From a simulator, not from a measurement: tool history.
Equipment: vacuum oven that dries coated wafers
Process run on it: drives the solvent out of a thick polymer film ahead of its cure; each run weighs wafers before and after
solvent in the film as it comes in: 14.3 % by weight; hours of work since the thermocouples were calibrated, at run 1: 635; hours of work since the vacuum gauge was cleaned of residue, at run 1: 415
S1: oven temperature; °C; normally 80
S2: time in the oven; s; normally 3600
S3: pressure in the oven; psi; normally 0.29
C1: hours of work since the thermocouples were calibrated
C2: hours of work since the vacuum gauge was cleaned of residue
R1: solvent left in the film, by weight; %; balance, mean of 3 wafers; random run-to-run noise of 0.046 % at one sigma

| run | hour | S1 | S2 | S3 | C1 | C2 | R1 |
|---|---|---|---|---|---|---|---|
| 1 | 0 | 80 | 3600 | 0.29 | 635 | 415 | 3.73 |
| 2 | 63.1 | 80 | 3600 | 0.29 | 667 | 447 | 3.64 |
| 3 | 166.3 | 80 | 3600 | 0.155 | 719 | 498 | 3.42 |
| 4 | 214.3 | 75 | 3600 | 0.29 | 743 | 523 | 5.43 |
| 5 | 275.1 | 78 | 3600 | 0.29 | 774 | 553 | 4.33 |
| 6 | 370.3 | 67 | 3600 | 0.29 | 821 | 601 | 7.91 |
| 7 | 469.4 | 67 | 3600 | 0.29 | 871 | 651 | 7.95 |
| 8 | 528.8 | 67 | 3600 | 0.29 | 901 | 681 | 7.97 |
| 9 | 585.8 | 80 | 3600 | 0.29 | 930 | 709 | 3.73 |
| 10 | 677 | 80 | 3600 | 0.29 | 975 | 755 | 3.74 |
| 11 | 761.6 | 80 | 4740 | 0.29 | 1018 | 798 | 2.7 |
| 12 | 837 | 80 | 4740 | 0.29 | 1056 | 835 | 2.69 |
| 13 | 887.4 | 80 | 3600 | 0.29 | 1081 | 861 | 3.76 |
| 14 | 991.6 | 82 | 3600 | 0.29 | 1134 | 913 | 3.14 |
| 15 | 1060.8 | 82 | 3600 | 0.29 | 1168 | 948 | 3.14 |
| 16 | 1112.3 | 82 | 3600 | 0.29 | 1194 | 974 | 3.08 |
| 17 | 1214.5 | 80 | 3600 | 0.29 | 1246 | 1025 | 3.74 |
| 18 | 1303.8 | 80 | 2100 | 0.29 | 1290 | 1070 | 5.95 |
| 19 | 1395.2 | 80 | 2100 | 0.29 | 1336 | 1116 | 5.93 |
| 20 | 1473.1 | 78 | 3600 | 0.29 | 1375 | 1155 | 4.4 |
| 21 | 1559.5 | 78 | 3600 | 0.29 | 1419 | 1199 | 4.41 |
| 22 | 1654.9 | 80 | 3600 | 0.862 | 1467 | 1246 | 5.08 |
| 23 | 1709.2 | 80 | 3600 | 0.29 | 1494 | 1274 | 3.77 |
| 24 | 1781.4 | 84 | 3480 | 0.663 | 1530 | 1310 | 3.55 |
|  | 1797.2 | oven's thermocouples calibrated |
| 25 | 1852.9 | 84 | 3480 | 0.663 | 28 | 1345 | 3.44 |
| 26 | 1953.4 | 80 | 3600 | 0.194 | 78 | 1395 | 3.5 |
| 27 | 2036.6 | 80 | 3600 | 0.2 | 120 | 1437 | 3.4 |
| 28 | 2124.5 | 87 | 2400 | 0.29 | 164 | 1481 | 3.09 |
| 29 | 2179.9 | 69 | 1860 | 0.29 | 192 | 1509 | 9.38 |
| 30 | 2268.2 | 69 | 1860 | 0.29 | 237 | 1554 | 9.38 |
| 31 | 2318.1 | 69 | 1860 | 0.29 | 262 | 1579 | 9.2 |
| 32 | 2364.4 | 80 | 3000 | 0.586 | 285 | 1602 | 5.19 |
| 33 | 2422.4 | 80 | 2160 | 0.586 | 314 | 1631 | 6.34 |
| 34 | 2526.9 | 80 | 2160 | 0.586 | 367 | 1684 | 6.33 |
| 35 | 2632.7 | 80 | 2160 | 0.586 | 420 | 1737 | 6.31 |
| 36 | 2727.3 | 80 | 3000 | 0.289 | 467 | 1784 | 4.45 |
| 37 | 2815.2 | 80 | 3600 | 0.489 | 512 | 1828 | 4.28 |
| 38 | 2915.4 | 67 | 2700 | 0.29 | 562 | 1879 | 8.73 |
| 39 | 3018.7 | 67 | 2700 | 0.29 | 614 | 1931 | 8.77 |
| 40 | 3103.8 | 90 | 4380 | 0.218 | 657 | 1974 | 0.85 |
| 41 | 3199.5 | 77 | 1800 | 0.293 | 705 | 2022 | 7.32 |
| 42 | 3301.5 | 77 | 1800 | 0.293 | 756 | 2073 | 7.34 |
| 43 | 3353.4 | 77 | 4140 | 0.293 | 782 | 2099 | 4.31 |
| 44 | 3415.1 | 70 | 1800 | 0.29 | 813 | 2130 | 9.18 |
| 45 | 3491.2 | 70 | 2220 | 0.29 | 851 | 2168 | 8.6 |
| 46 | 3600 | 70 | 2220 | 0.29 | 906 | 2223 | 8.5 |

Below are 3 alternative next runs, each starting from the tool's condition after run 46. Predict each:
| A | 3674.9 | 91 | 2340 | 0.167 | 944 | 2261 | ? |
| B | 3674.9 | 75 | 2220 | 0.29 | 944 | 2261 | ? |
| C | 3674.9 | 70 | 2220 | 0.358 | 944 | 2261 | ? |

| run | R1 |
|---|---|
| A | 1.92 |
| B | 7.32 |
| C | 8.73 |
With no hidden state in the tool, these same runs would have given:
| run | R1 |
|---|---|
| A | 1.91 |
| B | 7.31 |
| C | 8.73 |
